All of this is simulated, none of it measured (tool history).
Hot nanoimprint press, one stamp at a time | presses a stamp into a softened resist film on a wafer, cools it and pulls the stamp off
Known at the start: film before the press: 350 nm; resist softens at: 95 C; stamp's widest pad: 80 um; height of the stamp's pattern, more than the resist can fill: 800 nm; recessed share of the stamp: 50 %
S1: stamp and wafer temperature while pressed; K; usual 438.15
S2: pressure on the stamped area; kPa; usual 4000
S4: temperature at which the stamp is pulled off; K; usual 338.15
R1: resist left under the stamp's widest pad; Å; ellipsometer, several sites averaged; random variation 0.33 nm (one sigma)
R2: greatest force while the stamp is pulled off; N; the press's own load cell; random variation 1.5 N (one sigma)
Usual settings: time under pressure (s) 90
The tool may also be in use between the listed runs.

run 1 hour=0.0 | S1=438.15 S2=4000 time_under_pressure_(s)=90 S4=338.15 | R1=1508 R2=163
run 2 hour=19.9 | S1=438.15 S2=4000 time_under_pressure_(s)=90 S4=338.15 | R1=1500 R2=164
run 3 hour=30.1 | S1=438.15 S2=4000 time_under_pressure_(s)=47 S4=338.15 | R1=1870 R2=162
run 4 hour=49.6 | S1=438.15 S2=4000 time_under_pressure_(s)=47 S4=338.15 | R1=1871 R2=161
run 5 hour=61.3 | S1=438.15 S2=4000 time_under_pressure_(s)=90 S4=338.15 | R1=1504 R2=162
run 6 hour=75.5 | S1=438.15 S2=4000 time_under_pressure_(s)=90 S4=338.15 | R1=1500 R2=163
run 7 hour=85.9 | S1=438.15 S2=4000 time_under_pressure_(s)=90 S4=338.15 | R1=1499 R2=162
run 8 hour=97.5 | S1=438.15 S2=4000 time_under_pressure_(s)=90 S4=338.15 | R1=1493 R2=159
run 9 hour=111.6 | S1=438.15 S2=4000 time_under_pressure_(s)=90 S4=338.15 | R1=1496 R2=163
run 10 hour=126.8 | S1=438.15 S2=4000 time_under_pressure_(s)=90 S4=338.15 | R1=1491 R2=162
run 11 hour=138.2 | S1=438.15 S2=4000 time_under_pressure_(s)=90 S4=338.15 | R1=1486 R2=161
run 12 hour=155.2 | S1=438.15 S2=4000 time_under_pressure_(s)=90 S4=338.15 | R1=1499 R2=160
run 13 hour=169.6 | S1=438.15 S2=4000 time_under_pressure_(s)=90 S4=338.15 | R1=1493 R2=163
-- hour=191.9 stamp cleaned and given a new release coat
run 14 hour=195.9 | S1=438.15 S2=4000 time_under_pressure_(s)=50 S4=338.15 | R1=1813 R2=161
run 15 hour=211.8 | S1=438.15 S2=4000 time_under_pressure_(s)=90 S4=338.15 | R1=1483 R2=161
run 16 hour=229.6 | S1=438.15 S2=5590 time_under_pressure_(s)=75 S4=338.15 | R1=1329 R2=160
run 17 hour=240.8 | S1=440.15 S2=6290 time_under_pressure_(s)=90 S4=338.15 | R1=1083 R2=162
run 18 hour=249.3 | S1=441.15 S2=3830 time_under_pressure_(s)=90 S4=325.15 | R1=1369 R2=176
run 19 hour=268.0 | S1=443.15 S2=4000 time_under_pressure_(s)=90 S4=324.15 | R1=1247 R2=177
run 20 hour=283.9 | S1=433.15 S2=3060 time_under_pressure_(s)=90 S4=338.15 | R1=1999 R2=160
run 21 hour=294.2 | S1=441.15 S2=4390 time_under_pressure_(s)=90 S4=338.15 | R1=1267 R2=161
run 22 hour=304.5 | S1=441.15 S2=4390 time_under_pressure_(s)=90 S4=338.15 | R1=1265 R2=162
-- hour=312.3 plate thermocouple calibrated
-- hour=313.6 gauge calibrated
run 23 hour=322.9 | S1=441.15 S2=4390 time_under_pressure_(s)=90 S4=338.15 | R1=1293 R2=160
run 24 hour=337.0 | S1=438.15 S2=2790 time_under_pressure_(s)=127 S4=338.15 | R1=1598 R2=162
run 25 hour=345.7 | S1=438.15 S2=6030 time_under_pressure_(s)=90 S4=338.15 | R1=1204 R2=159
run 26 hour=362.6 | S1=438.15 S2=3360 time_under_pressure_(s)=90 S4=334.15 | R1=1641 R2=169
run 27 hour=372.5 | S1=445.15 S2=4180 time_under_pressure_(s)=90 S4=338.15 | R1=1146 R2=161
run 28 hour=386.0 | S1=445.15 S2=4180 time_under_pressure_(s)=90 S4=338.15 | R1=1149 R2=163
run 29 hour=405.1 | S1=445.15 S2=4180 time_under_pressure_(s)=90 S4=338.15 | R1=1145 R2=163

3 ways to go on from here, each from the tool as it stands after run 29. What would each give?
run A hour=423.7 | S1=445.15 S2=2810 time_under_pressure_(s)=90 S4=340.15 | R1=? R2=?
run B hour=423.7 | S1=444.15 S2=3100 time_under_pressure_(s)=65 S4=338.15 | R1=? R2=?
run C hour=423.7 | S1=445.15 S2=3330 time_under_pressure_(s)=90 S4=334.15 | R1=? R2=?

run=A R1=1422 R2=158
run=B R1=1570 R2=163
run=C R1=1299 R2=168
Without the tool's hidden state the same runs would have given:
run=A R1=1431 R2=157
run=B R1=1579 R2=163
run=C R1=1307 R2=167
